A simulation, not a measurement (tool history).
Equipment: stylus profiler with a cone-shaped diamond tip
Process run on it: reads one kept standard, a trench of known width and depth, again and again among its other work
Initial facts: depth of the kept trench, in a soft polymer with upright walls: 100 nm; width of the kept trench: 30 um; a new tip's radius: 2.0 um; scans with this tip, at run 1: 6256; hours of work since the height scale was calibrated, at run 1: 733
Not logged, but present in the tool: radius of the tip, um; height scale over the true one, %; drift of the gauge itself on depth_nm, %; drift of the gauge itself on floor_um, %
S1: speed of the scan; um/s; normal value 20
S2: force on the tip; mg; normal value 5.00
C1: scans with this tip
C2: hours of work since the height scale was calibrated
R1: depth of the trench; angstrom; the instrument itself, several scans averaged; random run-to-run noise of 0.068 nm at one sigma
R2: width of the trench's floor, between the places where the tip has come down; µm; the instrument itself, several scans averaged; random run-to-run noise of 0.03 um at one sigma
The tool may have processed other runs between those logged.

run	hour	S1	S2	C1	C2	R1	R2
1	0.0	20	5.00	6256	733	1018.3	28.31
2	91.8	20	5.00	6663	780	1017.9	28.37
3	164.5	47	5.00	6986	818	1018.1	28.32
4	220.5	20	3.87	7235	847	1013.5	28.33
5	277.0	20	3.87	7485	877	1014.5	28.29
6	383.8	20	4.00	7960	932	1013.6	28.27
7	466.3	5	5.00	8326	975	1016.2	28.31
8	577.5	20	5.00	8820	1033	1017.2	28.24
9	632.6	20	5.00	9064	1061	1015.6	28.20
10	743.7	21	5.00	9558	1119	1016.0	28.23
11	845.7	7	5.00	10011	1172	1016.5	28.21
12	920.0	20	5.00	10341	1211	1015.7	28.14
13	994.5	48	5.46	10671	1250	1016.5	28.17
# hour 1071.1: height scale calibrated on a step standard
14	1091.8	48	5.46	11101	11	1022.5	28.13
15	1203.7	48	5.46	11598	69	1022.1	28.10

Run 16 has not been measured yet. What should we expect?
16	1255.3	31	4.67	11827	96	?	?

{"run 16": {"R1": 1019.9, "R2": 28.08}}
With no hidden state in the tool, this same run would have given R1 1020.0 angstrom, R2 28.71 µm.

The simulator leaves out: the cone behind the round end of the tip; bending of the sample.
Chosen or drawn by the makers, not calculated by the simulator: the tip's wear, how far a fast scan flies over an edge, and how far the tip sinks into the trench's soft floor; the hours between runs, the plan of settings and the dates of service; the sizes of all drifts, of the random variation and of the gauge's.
